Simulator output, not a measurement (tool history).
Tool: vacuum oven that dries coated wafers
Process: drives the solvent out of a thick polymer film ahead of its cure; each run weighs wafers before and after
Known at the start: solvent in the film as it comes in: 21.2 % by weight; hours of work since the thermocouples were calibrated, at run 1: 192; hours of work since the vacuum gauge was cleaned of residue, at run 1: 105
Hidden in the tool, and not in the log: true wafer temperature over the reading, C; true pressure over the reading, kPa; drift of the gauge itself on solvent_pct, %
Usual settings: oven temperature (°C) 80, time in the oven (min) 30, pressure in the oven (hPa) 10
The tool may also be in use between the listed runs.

run   hour  oven temperature (°C)  time in the oven (min)  pressure in the oven (hPa)  hours of work since the thermocouples were calibrated  hours of work since the vacuum gauge was cleaned of residue  solvent left in the film (%)
  1      0                     80                      30                          10                                                    192                                                          105                           5.3
  2   10.9                     80                      34                          10                                                    197                                                          109                          4.51
  3   26.3                     80                      30                          10                                                    204                                                          116                          5.24
  4   35.6                     80                      30                          10                                                    208                                                          120                          5.37
  5   50.7                     80                      30                          10                                                    214                                                          126                          5.22
  6     70                     80                      33                          10                                                    223                                                          135                          4.72
  7   90.3                     80                      33                          10                                                    231                                                          144                          4.82
  8  100.4                     80                      20                          10                                                    236                                                          148                          7.69
  9  119.2                     92                      30                          10                                                    244                                                          156                          1.83
 10    138                     92                      30                          10                                                    252                                                          164                          1.95
 11  153.9                     80                      30                           8                                                    259                                                          171                          5.23
 12  170.5                     80                      30                           8                                                    266                                                          178                          5.13
 13  182.2                     80                      30                        12.7                                                    271                                                          183                          5.41
 14    196                     80                      30                        12.7                                                    277                                                          189                          5.32
 15  214.3                     80                      30                        25.7                                                    285                                                          197                          6.09
 16    234                     80                      33                          10                                                    293                                                          206                          4.66
 17  255.7                     80                      30                          10                                                    303                                                          215                          5.15
 18  268.7                     80                      30                          10                                                    308                                                          221                          5.23
 19  287.9                     91                      30                          10                                                    317                                                          229                          2.08
 20  303.6                     91                      30                          10                                                    323                                                          236                          2.11
 21  319.5                     80                      18                          10                                                    330                                                          242                          8.25
 22  337.3                     80                      18                          10                                                    338                                                          250                          8.35
 23  355.2                     80                      18                          10                                                    346                                                          258                          8.28
 24  377.2                     80                      18                          10                                                    355                                                          267                          8.19
 25  399.2                     81                      30                        16.2                                                    365                                                          277                          5.21
 26  411.2                     80                      23                          10                                                    370                                                          282                          6.84
 27    427                     80                      23                          10                                                    377                                                          289                           6.8
 28  442.4                     91                      26                        10.1                                                    383                                                          296                          2.73
 29  460.8                     86                      44                        13.3                                                    391                                                          303                          1.86
 30  481.1                     86                      19                        13.3                                                    400                                                          312                          6.15
 31  496.1                     85                      19                         5.8                                                    406                                                          319                          6.16
 32  512.6                     68                      28                          10                                                    413                                                          326                          9.75
 33  533.8                     68                      28                          10                                                    423                                                          335                         10.11
 34  549.7                     71                      34                         5.1                                                    430                                                          342                          7.36
 35  569.1                     71                      30                          10                                                    438                                                          350                           8.5
 36  582.3                     93                      30                         9.1                                                    444                                                          356                           1.7
 37  599.2                     79                      30                        32.1                                                    451                                                          363                          6.71
 38  618.1                     82                      16                         5.2                                                    459                                                          371                          8.28
 39  638.8                     82                      16                         5.2                                                    468                                                          380                          8.18
 40  650.1                     75                      18                         5.8                                                    473                                                          385                          9.88
 41    670                     75                      18                         5.8                                                    481                                                          394                          9.75
 42    686                     75                      18                         5.8                                                    488                                                          401                          9.96
 43  697.9                     75                      22                         5.8                                                    493                                                          406                          8.71
 44  718.9                     84                      18                         5.8                                                    503                                                          415                          6.89
 45  728.2                     76                      30                        36.3                                                    507                                                          419                          8.16
 46  740.2                     66                      45                          10                                                    512                                                          424                          7.97

5 ways to go on from here, each from the tool as it stands after run 46. What would each give?
  A  757.3                     72                      30                        13.4                                                    519                                                          431                             ?
  B  757.3                     69                      21                          10                                                    519                                                          431                             ?
  C  757.3                     66                      45                        17.4                                                    519                                                          431                             ?
  D  757.3                     78                      30                          10                                                    519                                                          431                             ?
  E  757.3                     74                      39                         5.2                                                    519                                                          431                             ?

run  solvent left in the film (%)
  A                          8.45
  B                         11.15
  C                          8.48
  D                             6
  E                          5.53
Without the tool's hidden state the same runs would have given:
run  solvent left in the film (%)
  A                          8.44
  B                         11.14
  C                          8.47
  D                          5.99
  E                          5.53

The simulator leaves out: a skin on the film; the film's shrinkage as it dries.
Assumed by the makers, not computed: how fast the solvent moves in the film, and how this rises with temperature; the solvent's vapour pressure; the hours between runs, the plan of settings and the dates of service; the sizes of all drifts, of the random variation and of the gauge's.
